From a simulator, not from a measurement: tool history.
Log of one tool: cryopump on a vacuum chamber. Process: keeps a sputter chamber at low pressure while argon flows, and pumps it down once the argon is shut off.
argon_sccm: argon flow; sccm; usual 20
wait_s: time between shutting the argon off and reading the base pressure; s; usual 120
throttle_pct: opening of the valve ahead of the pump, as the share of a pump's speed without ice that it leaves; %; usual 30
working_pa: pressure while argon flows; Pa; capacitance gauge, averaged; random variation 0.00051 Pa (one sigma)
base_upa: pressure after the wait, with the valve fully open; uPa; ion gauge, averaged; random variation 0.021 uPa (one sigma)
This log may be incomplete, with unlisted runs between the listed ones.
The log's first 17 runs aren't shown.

run 18 day=26.042 | argon_sccm=20 wait_s=120 throttle_pct=30 | working_pa=0.0489 base_upa=0.42
run 19 day=27.558 | argon_sccm=31 wait_s=42 throttle_pct=30 | working_pa=0.0766 base_upa=0.79
run 20 day=28.604 | argon_sccm=31 wait_s=42 throttle_pct=30 | working_pa=0.0769 base_upa=0.81
run 21 day=30.754 | argon_sccm=31 wait_s=42 throttle_pct=30 | working_pa=0.0780 base_upa=0.83
run 22 day=32.717 | argon_sccm=11 wait_s=98 throttle_pct=32 | working_pa=0.0254 base_upa=0.52
run 23 day=33.642 | argon_sccm=30 wait_s=66 throttle_pct=20 | working_pa=0.1115 base_upa=0.68
run 24 day=35.150 | argon_sccm=30 wait_s=66 throttle_pct=20 | working_pa=0.1114 base_upa=0.70
run 25 day=36.392 | argon_sccm=32 wait_s=25 throttle_pct=54 | working_pa=0.0478 base_upa=1.20
run 26 day=37.479 | argon_sccm=8 wait_s=223 throttle_pct=54 | working_pa=0.0120 base_upa=0.45
run 27 day=39.617 | argon_sccm=12 wait_s=237 throttle_pct=30 | working_pa=0.0314 base_upa=0.50
run 28 day=40.788 | argon_sccm=12 wait_s=205 throttle_pct=52 | working_pa=0.0178 base_upa=0.50
run 29 day=41.800 | argon_sccm=12 wait_s=83 throttle_pct=49 | working_pa=0.0201 base_upa=0.66
run 30 day=43.725 | argon_sccm=14 wait_s=166 throttle_pct=22 | working_pa=0.0486 base_upa=0.55
run 31 day=45.312 | argon_sccm=14 wait_s=166 throttle_pct=22 | working_pa=0.0485 base_upa=0.54
-- day=46.467 pump warmed up, emptied and cooled again
run 32 day=47.604 | argon_sccm=14 wait_s=166 throttle_pct=22 | working_pa=0.0449 base_upa=0.43
run 33 day=48.808 | argon_sccm=24 wait_s=120 throttle_pct=30 | working_pa=0.0575 base_upa=0.54
run 34 day=49.758 | argon_sccm=20 wait_s=54 throttle_pct=22 | working_pa=0.0649 base_upa=0.73
run 35 day=50.733 | argon_sccm=20 wait_s=107 throttle_pct=31 | working_pa=0.0468 base_upa=0.59

Below are 3 alternative next runs, each starting from the tool's condition after run 35. Predict each:
run A day=52.008 | argon_sccm=13 wait_s=37 throttle_pct=27 | working_pa=? base_upa=?
run B day=52.008 | argon_sccm=25 wait_s=32 throttle_pct=18 | working_pa=? base_upa=?
run C day=52.008 | argon_sccm=23 wait_s=120 throttle_pct=30 | working_pa=? base_upa=?

run=A working_pa=0.0350 base_upa=0.95
run=B working_pa=0.0991 base_upa=1.07
run=C working_pa=0.0552 base_upa=0.52
With no hidden state in the tool, these same runs would have given:
run=A working_pa=0.0344 base_upa=0.70
run=B working_pa=0.0981 base_upa=0.82
run=C working_pa=0.0543 base_upa=0.28

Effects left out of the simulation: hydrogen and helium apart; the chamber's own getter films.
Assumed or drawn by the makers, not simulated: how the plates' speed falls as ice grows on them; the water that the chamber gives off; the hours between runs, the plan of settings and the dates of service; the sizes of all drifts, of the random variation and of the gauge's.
